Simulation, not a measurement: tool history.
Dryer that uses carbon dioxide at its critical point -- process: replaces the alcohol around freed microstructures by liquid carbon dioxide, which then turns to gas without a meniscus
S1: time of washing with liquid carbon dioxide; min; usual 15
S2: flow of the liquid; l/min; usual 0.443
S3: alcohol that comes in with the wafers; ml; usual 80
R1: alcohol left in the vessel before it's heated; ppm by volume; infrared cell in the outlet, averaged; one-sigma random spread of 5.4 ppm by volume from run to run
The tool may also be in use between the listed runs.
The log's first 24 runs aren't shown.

{"run": 25, "day": 35.4, "S1": 15, "S2": 0.361, "S3": 45, "R1": 508}
{"run": 26, "day": 36.658, "S1": 12, "S2": 0.56, "S3": 48, "R1": 213}
{"run": 27, "day": 38.0, "S1": 12, "S2": 0.588, "S3": 51, "R1": 192}
{"run": 28, "day": 39.483, "S1": 11, "S2": 0.339, "S3": 57, "R1": 2450}
{"run": 29, "day": 40.321, "S1": 11, "S2": 0.339, "S3": 57, "R1": 2476}
{"run": 30, "day": 42.238, "S1": 15, "S2": 0.269, "S3": 70, "R1": 2423}
{"run": 31, "day": 43.1, "S1": 15, "S2": 0.269, "S3": 70, "R1": 2448}
{"run": 32, "day": 45.038, "S1": 12, "S2": 0.269, "S3": 107, "R1": 7478}
{"run": 33, "day": 46.621, "S1": 12, "S2": 0.269, "S3": 107, "R1": 7407}
{"run": 34, "day": 48.038, "S1": 12, "S2": 0.269, "S3": 107, "R1": 7380}
{"run": 35, "day": 49.654, "S1": 13, "S2": 0.269, "S3": 27, "R1": 1679}
{"run": 36, "day": 51.388, "S1": 13, "S2": 0.452, "S3": 80, "R1": 696}

Below are 5 alternative next runs, each starting from the tool's condition after run 36. Predict each:
{"run": "A", "day": 52.321, "S1": 15, "S2": 0.287, "S3": 28, "R1": "?"}
{"run": "B", "day": 52.321, "S1": 9, "S2": 0.375, "S3": 21, "R1": "?"}
{"run": "C", "day": 52.321, "S1": 14, "S2": 0.443, "S3": 118, "R1": "?"}
{"run": "D", "day": 52.321, "S1": 19, "S2": 0.452, "S3": 35, "R1": "?"}
{"run": "E", "day": 52.321, "S1": 16, "S2": 0.443, "S3": 80, "R1": "?"}

run=A R1=935
run=B R1=1368
run=C R1=764
run=D R1=138
run=E R1=327
Stripped of hidden state, with their random variation kept, the same runs would have yielded:
run=A R1=473
run=B R1=805
run=C R1=292
run=D R1=16
run=E R1=90

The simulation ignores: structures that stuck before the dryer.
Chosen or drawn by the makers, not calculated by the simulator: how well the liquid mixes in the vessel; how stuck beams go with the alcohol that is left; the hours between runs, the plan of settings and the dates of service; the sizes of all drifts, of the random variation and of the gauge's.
